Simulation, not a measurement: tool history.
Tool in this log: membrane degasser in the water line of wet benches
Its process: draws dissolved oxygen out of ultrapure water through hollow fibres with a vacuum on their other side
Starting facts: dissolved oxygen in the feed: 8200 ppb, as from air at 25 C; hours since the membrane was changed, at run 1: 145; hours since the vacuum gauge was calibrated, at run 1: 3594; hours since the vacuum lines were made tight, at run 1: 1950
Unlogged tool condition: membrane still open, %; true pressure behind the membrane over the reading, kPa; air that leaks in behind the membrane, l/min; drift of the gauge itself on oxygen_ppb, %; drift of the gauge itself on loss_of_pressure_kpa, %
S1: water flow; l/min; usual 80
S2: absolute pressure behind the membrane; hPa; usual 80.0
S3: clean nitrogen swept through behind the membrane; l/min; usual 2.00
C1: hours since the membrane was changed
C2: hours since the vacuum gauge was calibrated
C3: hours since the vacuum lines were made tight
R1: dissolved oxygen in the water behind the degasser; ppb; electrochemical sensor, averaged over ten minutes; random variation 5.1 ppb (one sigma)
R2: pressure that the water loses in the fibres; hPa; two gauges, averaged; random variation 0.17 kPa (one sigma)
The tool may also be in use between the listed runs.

| run | day | S1 | S2 | S3 | C1 | C2 | C3 | R1 | R2 |
|---|---|---|---|---|---|---|---|---|---|
| 1 | 0.000 | 80 | 80.0 | 2.00 | 145 | 3594 | 1950 | 537.9 | 249.9 |
| 2 | 11.238 | 80 | 80.0 | 1.22 | 415 | 3863 | 2220 | 707.9 | 251.7 |
| 3 | 18.275 | 80 | 80.0 | 1.50 | 584 | 4032 | 2389 | 627.4 | 250.5 |
| 4 | 28.054 | 80 | 80.0 | 1.50 | 818 | 4267 | 2623 | 623.3 | 251.9 |
| 5 | 37.671 | 80 | 80.0 | 2.00 | 1049 | 4498 | 2854 | 538.5 | 249.7 |
| 6 | 48.746 | 80 | 80.0 | 2.00 | 1315 | 4764 | 3120 | 544.3 | 251.5 |
| 7 | 54.071 | 80 | 80.0 | 2.00 | 1443 | 4891 | 3248 | 536.2 | 253.3 |
| 8 | 66.517 | 80 | 57.0 | 0.96 | 1741 | 5190 | 3546 | 540.8 | 255.5 |
| 9 | 79.329 | 69 | 76.8 | 2.00 | 2049 | 5497 | 3854 | 445.0 | 219.6 |
| 10 | 91.367 | 69 | 76.8 | 2.00 | 2338 | 5786 | 4143 | 447.6 | 219.8 |
| 11 | 101.796 | 69 | 76.8 | 2.00 | 2588 | 6037 | 4393 | 453.2 | 221.0 |
| 12 | 107.379 | 69 | 76.8 | 2.00 | 2722 | 6171 | 4527 | 459.5 | 221.9 |
| 13 | 118.075 | 69 | 76.8 | 2.00 | 2979 | 6427 | 4784 | 463.1 | 222.6 |

Below, each run's measurement less what the same run would have read without the hidden state. Both values contain the same run-to-run variation, but the gauge's scatter may not be the same in both:
| run | R1 | R2 |
|---|---|---|
| 1 | +28.3 | +0.3 |
| 2 | +42.3 | +0.9 |
| 3 | +39.2 | +1.2 |
| 4 | +41.6 | +1.7 |
| 5 | +37.9 | +2.1 |
| 6 | +41.0 | +2.7 |
| 7 | +41.8 | +3.0 |
| 8 | +72.2 | +3.6 |
| 9 | +43.7 | +3.6 |
| 10 | +46.7 | +4.3 |
| 11 | +49.5 | +4.8 |
| 12 | +51.3 | +5.0 |
| 13 | +53.8 | +5.5 |

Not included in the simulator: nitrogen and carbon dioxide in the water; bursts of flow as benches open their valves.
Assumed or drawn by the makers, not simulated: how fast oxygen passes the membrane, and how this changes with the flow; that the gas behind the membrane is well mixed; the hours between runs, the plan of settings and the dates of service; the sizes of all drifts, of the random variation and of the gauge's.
